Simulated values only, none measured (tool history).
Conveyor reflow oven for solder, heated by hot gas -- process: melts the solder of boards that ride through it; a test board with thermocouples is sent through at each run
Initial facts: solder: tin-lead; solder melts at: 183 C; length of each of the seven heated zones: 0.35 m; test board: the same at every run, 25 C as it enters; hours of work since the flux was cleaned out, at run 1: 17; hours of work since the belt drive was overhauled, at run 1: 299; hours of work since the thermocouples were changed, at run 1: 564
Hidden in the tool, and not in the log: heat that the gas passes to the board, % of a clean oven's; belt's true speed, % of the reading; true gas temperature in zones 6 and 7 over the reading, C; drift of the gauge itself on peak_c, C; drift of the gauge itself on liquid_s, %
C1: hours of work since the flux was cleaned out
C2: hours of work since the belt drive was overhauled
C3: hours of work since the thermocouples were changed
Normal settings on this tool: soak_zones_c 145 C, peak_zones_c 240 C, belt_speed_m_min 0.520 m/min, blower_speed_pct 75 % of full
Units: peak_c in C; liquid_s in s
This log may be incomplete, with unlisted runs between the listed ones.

run 1 hour=0.0 | soak_zones_c=145 peak_zones_c=240 belt_speed_m_min=0.520 blower_speed_pct=75 | C1=17 C2=299 C3=564 | peak_c=224.2 liquid_s=68.0
run 2 hour=6.4 | soak_zones_c=145 peak_zones_c=240 belt_speed_m_min=0.520 blower_speed_pct=75 | C1=20 C2=303 C3=568 | peak_c=224.1 liquid_s=68.7
run 3 hour=14.4 | soak_zones_c=145 peak_zones_c=240 belt_speed_m_min=0.520 blower_speed_pct=75 | C1=25 C2=308 C3=572 | peak_c=224.2 liquid_s=68.7
run 4 hour=24.3 | soak_zones_c=145 peak_zones_c=240 belt_speed_m_min=0.520 blower_speed_pct=75 | C1=31 C2=314 C3=578 | peak_c=224.0 liquid_s=68.5
run 5 hour=37.3 | soak_zones_c=145 peak_zones_c=240 belt_speed_m_min=0.520 blower_speed_pct=75 | C1=39 C2=321 C3=586 | peak_c=224.1 liquid_s=68.5
run 6 hour=48.3 | soak_zones_c=145 peak_zones_c=231 belt_speed_m_min=0.520 blower_speed_pct=75 | C1=45 C2=328 C3=593 | peak_c=216.5 liquid_s=62.9
run 7 hour=58.8 | soak_zones_c=145 peak_zones_c=231 belt_speed_m_min=0.520 blower_speed_pct=75 | C1=52 C2=334 C3=599 | peak_c=216.5 liquid_s=62.3
run 8 hour=67.6 | soak_zones_c=134 peak_zones_c=240 belt_speed_m_min=0.520 blower_speed_pct=75 | C1=57 C2=339 C3=604 | peak_c=221.9 liquid_s=62.7
run 9 hour=78.9 | soak_zones_c=145 peak_zones_c=240 belt_speed_m_min=0.520 blower_speed_pct=75 | C1=64 C2=346 C3=611 | peak_c=224.0 liquid_s=68.4
run 10 hour=85.7 | soak_zones_c=145 peak_zones_c=240 belt_speed_m_min=0.520 blower_speed_pct=75 | C1=68 C2=350 C3=615 | peak_c=224.1 liquid_s=67.9
run 11 hour=99.1 | soak_zones_c=145 peak_zones_c=240 belt_speed_m_min=0.520 blower_speed_pct=75 | C1=75 C2=358 C3=623 | peak_c=223.4 liquid_s=68.5
run 12 hour=108.6 | soak_zones_c=145 peak_zones_c=240 belt_speed_m_min=0.520 blower_speed_pct=75 | C1=81 C2=364 C3=628 | peak_c=223.9 liquid_s=68.6
run 13 hour=122.7 | soak_zones_c=156 peak_zones_c=240 belt_speed_m_min=0.520 blower_speed_pct=75 | C1=90 C2=372 C3=637 | peak_c=225.7 liquid_s=74.2
-- hour=127.6 belt drive overhauled, speed set with a stopwatch
run 14 hour=137.3 | soak_zones_c=149 peak_zones_c=240 belt_speed_m_min=0.520 blower_speed_pct=75 | C1=96 C2=6 C3=643 | peak_c=224.5 liquid_s=70.7
run 15 hour=146.7 | soak_zones_c=145 peak_zones_c=240 belt_speed_m_min=0.520 blower_speed_pct=75 | C1=101 C2=11 C3=649 | peak_c=224.1 liquid_s=69.2
-- hour=163.1 belt drive overhauled, speed set with a stopwatch, once more
run 16 hour=165.0 | soak_zones_c=145 peak_zones_c=240 belt_speed_m_min=0.520 blower_speed_pct=75 | C1=110 C2=1 C3=657 | peak_c=223.3 liquid_s=67.2
run 17 hour=175.1 | soak_zones_c=145 peak_zones_c=240 belt_speed_m_min=0.520 blower_speed_pct=75 | C1=116 C2=7 C3=663 | peak_c=223.2 liquid_s=67.1
run 18 hour=187.9 | soak_zones_c=145 peak_zones_c=240 belt_speed_m_min=0.520 blower_speed_pct=75 | C1=124 C2=15 C3=671 | peak_c=223.2 liquid_s=66.7
run 19 hour=197.5 | soak_zones_c=145 peak_zones_c=240 belt_speed_m_min=0.520 blower_speed_pct=75 | C1=129 C2=20 C3=676 | peak_c=223.4 liquid_s=67.3
run 20 hour=205.6 | soak_zones_c=145 peak_zones_c=240 belt_speed_m_min=0.520 blower_speed_pct=75 | C1=134 C2=25 C3=681 | peak_c=222.9 liquid_s=67.0
run 21 hour=220.5 | soak_zones_c=145 peak_zones_c=240 belt_speed_m_min=0.520 blower_speed_pct=75 | C1=143 C2=34 C3=690 | peak_c=223.1 liquid_s=66.9
run 22 hour=226.9 | soak_zones_c=145 peak_zones_c=240 belt_speed_m_min=0.553 blower_speed_pct=72 | C1=147 C2=38 C3=694 | peak_c=219.8 liquid_s=60.7
run 23 hour=241.8 | soak_zones_c=145 peak_zones_c=240 belt_speed_m_min=0.553 blower_speed_pct=72 | C1=156 C2=47 C3=703 | peak_c=219.7 liquid_s=60.4
run 24 hour=251.2 | soak_zones_c=158 peak_zones_c=251 belt_speed_m_min=0.520 blower_speed_pct=61 | C1=161 C2=52 C3=708 | peak_c=229.9 liquid_s=76.8
run 25 hour=264.2 | soak_zones_c=139 peak_zones_c=250 belt_speed_m_min=0.520 blower_speed_pct=75 | C1=169 C2=60 C3=716 | peak_c=230.3 liquid_s=69.7
run 26 hour=275.5 | soak_zones_c=139 peak_zones_c=250 belt_speed_m_min=0.520 blower_speed_pct=75 | C1=176 C2=67 C3=723 | peak_c=230.1 liquid_s=69.3
run 27 hour=290.1 | soak_zones_c=139 peak_zones_c=250 belt_speed_m_min=0.520 blower_speed_pct=75 | C1=184 C2=75 C3=731 | peak_c=230.2 liquid_s=69.5
run 28 hour=299.4 | soak_zones_c=147 peak_zones_c=253 belt_speed_m_min=0.610 blower_speed_pct=54 | C1=190 C2=81 C3=737 | peak_c=217.4 liquid_s=52.3
run 29 hour=307.8 | soak_zones_c=145 peak_zones_c=231 belt_speed_m_min=0.498 blower_speed_pct=84 | C1=195 C2=86 C3=742 | peak_c=218.7 liquid_s=67.3
run 30 hour=314.3 | soak_zones_c=145 peak_zones_c=231 belt_speed_m_min=0.498 blower_speed_pct=84 | C1=199 C2=90 C3=746 | peak_c=218.9 liquid_s=67.3
run 31 hour=325.9 | soak_zones_c=145 peak_zones_c=240 belt_speed_m_min=0.520 blower_speed_pct=66 | C1=206 C2=97 C3=753 | peak_c=219.6 liquid_s=64.6

Alternative continuations, all from the tool just after run 31; predict every row:
run A hour=340.6 | soak_zones_c=145 peak_zones_c=234 belt_speed_m_min=0.470 blower_speed_pct=55 | C1=214 C2=106 C3=762 | peak_c=? liquid_s=?
run B hour=340.6 | soak_zones_c=149 peak_zones_c=240 belt_speed_m_min=0.614 blower_speed_pct=60 | C1=214 C2=106 C3=762 | peak_c=? liquid_s=?
run C hour=340.6 | soak_zones_c=131 peak_zones_c=240 belt_speed_m_min=0.571 blower_speed_pct=66 | C1=214 C2=106 C3=762 | peak_c=? liquid_s=?

run=A peak_c=214.7 liquid_s=66.0
run=B peak_c=211.2 liquid_s=47.9
run=C peak_c=212.3 liquid_s=47.3
With no hidden state in the tool, these same runs would have given:
run=A peak_c=214.1 liquid_s=65.5
run=B peak_c=211.3 liquid_s=48.1
run=C peak_c=212.5 liquid_s=47.6
